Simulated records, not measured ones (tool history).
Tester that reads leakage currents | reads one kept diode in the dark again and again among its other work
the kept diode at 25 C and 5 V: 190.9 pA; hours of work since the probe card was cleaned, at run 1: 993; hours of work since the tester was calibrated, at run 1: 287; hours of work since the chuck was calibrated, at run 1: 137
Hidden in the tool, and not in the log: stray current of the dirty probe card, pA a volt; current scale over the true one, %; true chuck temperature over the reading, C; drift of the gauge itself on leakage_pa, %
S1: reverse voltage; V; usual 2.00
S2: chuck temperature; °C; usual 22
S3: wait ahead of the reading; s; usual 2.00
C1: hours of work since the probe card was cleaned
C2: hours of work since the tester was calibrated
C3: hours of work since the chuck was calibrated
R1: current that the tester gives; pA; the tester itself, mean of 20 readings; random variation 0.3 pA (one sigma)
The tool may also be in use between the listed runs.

run	hour	S1	S2	S3	C1	C2	C3	R1
1	0.0	2.00	22	2.00	993	287	137	99.64
2	40.9	2.00	42	2.00	1021	315	165	499.72
3	74.0	2.00	22	2.00	1043	337	187	100.74
4	91.4	2.00	22	2.00	1055	349	199	100.56
5	121.4	2.00	22	2.00	1076	369	220	100.90
6	157.8	2.00	22	0.35	1100	394	245	102.31
# hour 164.3: probe card cleaned and baked
7	192.7	2.00	38	0.35	19	416	266	368.64
8	217.1	2.00	38	0.35	36	433	283	368.72
9	242.2	2.00	38	0.35	53	450	300	369.30
10	262.0	2.00	22	0.54	67	463	314	99.72
11	283.3	2.00	31	2.00	81	478	328	210.30
12	315.3	1.69	22	2.00	103	500	350	92.13
13	356.5	1.69	22	2.00	131	528	378	92.28
14	383.1	4.82	22	2.00	149	546	396	149.25
15	404.2	4.82	22	2.00	164	560	411	148.87
# hour 409.0: chuck's temperature calibrated
16	448.9	4.82	22	2.00	193	589	27	152.48
17	473.7	4.82	22	2.00	210	606	44	153.22
18	492.6	2.00	22	2.00	223	619	57	102.36
19	522.5	2.00	22	2.00	243	640	77	102.66
20	545.6	2.00	22	2.00	259	655	93	101.87
# hour 565.2: chuck's temperature calibrated, once more
21	572.3	2.00	22	2.00	276	672	5	97.22
22	610.7	2.00	50	2.00	302	698	31	897.60
23	650.4	5.53	21	2.00	329	725	58	144.18
24	678.2	1.69	24	2.15	348	744	77	107.99
25	701.9	1.79	34	1.40	364	761	93	252.52
26	742.5	2.00	22	9.20	392	788	121	97.90
27	764.0	2.00	43	2.00	406	803	136	538.72
28	798.8	2.00	43	2.00	430	827	159	538.61
29	835.4	2.00	43	2.00	455	852	184	540.22
30	855.1	18.90	41	1.52	468	865	198	1308.15
31	887.1	3.40	41	0.57	490	887	220	590.09
32	924.6	4.75	24	0.57	516	912	245	178.54
33	966.9	4.75	24	0.34	545	941	274	179.49
34	986.0	19.87	32	0.68	558	954	287	677.32
35	1021.1	2.56	22	2.00	582	978	311	113.85
36	1043.2	1.58	22	0.39	597	993	326	91.04
37	1072.6	9.75	22	8.61	617	1013	346	213.37
38	1098.5	1.18	21	0.96	634	1031	364	73.06
39	1138.3	1.18	21	0.96	661	1058	391	72.73

Forecast each of these 5 alternatives for the next run:
A	1166.0	4.88	29	2.99	680	1077	410	?
B	1166.0	1.01	24	2.00	680	1077	410	?
C	1166.0	1.18	48	2.29	680	1077	410	?
D	1166.0	2.86	36	1.95	680	1077	410	?
E	1166.0	17.94	21	0.96	680	1077	410	?

run	R1
A	277.55
B	87.94
C	628.19
D	379.35
E	269.85
Without the tool's hidden state the same runs would have given:
run	R1
A	264.87
B	84.29
C	610.51
D	365.91
E	245.63
